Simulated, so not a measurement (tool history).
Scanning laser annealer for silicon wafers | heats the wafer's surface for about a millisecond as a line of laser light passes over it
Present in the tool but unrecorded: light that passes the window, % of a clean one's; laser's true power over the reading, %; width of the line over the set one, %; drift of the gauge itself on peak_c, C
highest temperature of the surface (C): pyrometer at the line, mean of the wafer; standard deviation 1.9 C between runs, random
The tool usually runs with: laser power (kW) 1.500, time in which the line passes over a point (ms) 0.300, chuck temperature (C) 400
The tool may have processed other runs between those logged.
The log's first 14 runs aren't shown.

run,hour,laser power (kW),time in which the line passes over a point (ms),chuck temperature (C),hours of work since the window was cleaned,hours of work since the power meter was calibrated,hours of work since the optics were aligned,highest temperature of the surface (C)
15,407.4,1.500,0.300,400,125,28,754,1100
16,427.5,1.500,0.300,400,133,36,762,1103
# hour 435.6: laser's power meter calibrated, once more
17,463.8,1.397,0.218,400,147,12,776,951
18,496.8,1.397,0.218,400,161,25,789,949
19,518.2,1.557,0.224,400,169,34,798,1022
20,535.3,1.557,0.224,400,177,41,805,1020
21,561.6,1.500,0.250,362,187,52,816,996
22,578.1,1.500,0.250,362,194,59,823,994
23,610.3,1.443,0.216,379,207,72,836,943
24,642.9,1.443,0.216,379,221,85,849,943
25,659.5,1.443,0.216,379,228,92,856,942
26,676.9,1.443,0.216,379,235,99,863,943
27,699.1,1.443,0.216,379,244,108,873,938
28,723.5,1.443,0.216,379,254,118,883,940
29,756.5,1.560,0.220,428,268,132,896,1043
30,785.2,1.303,0.220,390,279,144,908,900

Branching from run 30: 5 alternative next runs. What would each branch give?
A,805.8,1.491,0.258,424,288,152,917,?
B,805.8,1.500,0.253,378,288,152,917,?
C,805.8,1.496,0.300,439,288,152,917,?
D,805.8,1.290,0.259,400,288,152,917,?
E,805.8,1.585,0.342,384,288,152,917,?

run,highest temperature of the surface (C)
A,1060
B,1011
C,1131
D,946
E,1167
Stripped of hidden state, with their random variation kept, the same runs would have yielded:
run,highest temperature of the surface (C)
A,1075
B,1027
C,1148
D,960
E,1187
